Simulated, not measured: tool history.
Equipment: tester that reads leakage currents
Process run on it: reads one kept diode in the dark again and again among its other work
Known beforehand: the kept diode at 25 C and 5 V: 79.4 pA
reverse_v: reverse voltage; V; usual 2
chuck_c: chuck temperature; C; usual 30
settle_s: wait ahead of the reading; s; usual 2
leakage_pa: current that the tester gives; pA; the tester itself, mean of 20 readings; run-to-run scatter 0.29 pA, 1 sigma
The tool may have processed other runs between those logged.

run    hour  reverse_v  chuck_c  settle_s  leakage_pa
  1       0          2       30         2       85.91
      202.9  -- chuck's temperature calibrated
  2   213.8          2       60         2      932.96
  3   322.2          2       60         2      934.93
  4   430.2          2       30         2       77.07
  5   651.4          2       30         2       76.27
  6   790.2          2       30         2       76.48
  7   999.9          2       42         2      212.67
  8  1139.2          2       42         2      211.89

Expected results for the next run?
  9  1288          2       42         2           ?

{"run 9": {"leakage_pa": 211.6}}
With no hidden state in the tool, this same run would have given leakage_pa 274.1 pA.
